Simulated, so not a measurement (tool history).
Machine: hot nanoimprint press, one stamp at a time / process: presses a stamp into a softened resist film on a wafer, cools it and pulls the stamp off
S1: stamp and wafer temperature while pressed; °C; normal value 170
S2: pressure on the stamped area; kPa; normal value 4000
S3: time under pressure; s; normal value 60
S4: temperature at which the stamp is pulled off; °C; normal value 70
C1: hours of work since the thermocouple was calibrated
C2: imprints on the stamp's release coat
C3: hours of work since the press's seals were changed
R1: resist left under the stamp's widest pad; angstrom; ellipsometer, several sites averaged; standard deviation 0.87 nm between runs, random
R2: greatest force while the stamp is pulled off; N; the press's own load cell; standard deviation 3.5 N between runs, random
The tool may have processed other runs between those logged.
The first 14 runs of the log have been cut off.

run 15 hour=220.6 | S1=170 S2=4000 S3=88 S4=70 | C1=73 C2=1631 C3=461 | R1=1071 R2=237
run 16 hour=238.3 | S1=170 S2=4000 S3=88 S4=70 | C1=83 C2=1663 C3=471 | R1=1053 R2=223
run 17 hour=258.3 | S1=170 S2=4000 S3=88 S4=70 | C1=94 C2=1699 C3=482 | R1=1077 R2=233
run 18 hour=272.3 | S1=170 S2=4000 S3=88 S4=70 | C1=102 C2=1724 C3=490 | R1=1055 R2=237
run 19 hour=290.2 | S1=170 S2=5880 S3=60 S4=70 | C1=112 C2=1756 C3=500 | R1=1042 R2=239
run 20 hour=308.5 | S1=170 S2=6150 S3=41 S4=70 | C1=122 C2=1788 C3=510 | R1=1186 R2=239
run 21 hour=325.7 | S1=170 S2=3000 S3=73 S4=70 | C1=132 C2=1819 C3=520 | R1=1292 R2=235
run 22 hour=335.1 | S1=170 S2=4000 S3=35 S4=70 | C1=137 C2=1836 C3=525 | R1=1481 R2=238
-- hour=347.3 stamp cleaned and given a new release coat
run 23 hour=354.3 | S1=170 S2=4000 S3=40 S4=70 | C1=145 C2=13 C3=532 | R1=1428 R2=164
run 24 hour=366.5 | S1=165 S2=3920 S3=60 S4=70 | C1=152 C2=34 C3=539 | R1=1559 R2=166
run 25 hour=383.6 | S1=176 S2=3940 S3=52 S4=77 | C1=161 C2=65 C3=549 | R1=987 R2=154
run 26 hour=393.2 | S1=170 S2=2530 S3=60 S4=70 | C1=166 C2=82 C3=554 | R1=1494 R2=178
run 27 hour=410.1 | S1=168 S2=4000 S3=83 S4=70 | C1=176 C2=112 C3=564 | R1=1218 R2=170
run 28 hour=421.9 | S1=168 S2=4000 S3=83 S4=70 | C1=183 C2=133 C3=570 | R1=1239 R2=171
run 29 hour=441.0 | S1=168 S2=3460 S3=83 S4=76 | C1=193 C2=168 C3=581 | R1=1310 R2=157
run 30 hour=455.6 | S1=170 S2=6120 S3=55 S4=64 | C1=201 C2=194 C3=589 | R1=1095 R2=181

Branching from run 30: 4 alternative next runs. What would each branch give?
run A hour=469.0 | S1=170 S2=3290 S3=55 S4=60 | C1=209 C2=218 C3=597 | R1=? R2=?
run B hour=469.0 | S1=170 S2=2430 S3=80 S4=76 | C1=209 C2=218 C3=597 | R1=? R2=?
run C hour=469.0 | S1=170 S2=6220 S3=49 S4=64 | C1=209 C2=218 C3=597 | R1=? R2=?
run D hour=469.0 | S1=176 S2=6120 S3=55 S4=76 | C1=209 C2=218 C3=597 | R1=? R2=?

run=A R1=1395 R2=199
run=B R1=1369 R2=165
run=C R1=1131 R2=187
run=D R1=788 R2=166
Stripped of hidden state, with their random variation kept, the same runs would have yielded:
run=A R1=1329 R2=188
run=B R1=1310 R2=155
run=C R1=1053 R2=177
run=D R1=732 R2=156

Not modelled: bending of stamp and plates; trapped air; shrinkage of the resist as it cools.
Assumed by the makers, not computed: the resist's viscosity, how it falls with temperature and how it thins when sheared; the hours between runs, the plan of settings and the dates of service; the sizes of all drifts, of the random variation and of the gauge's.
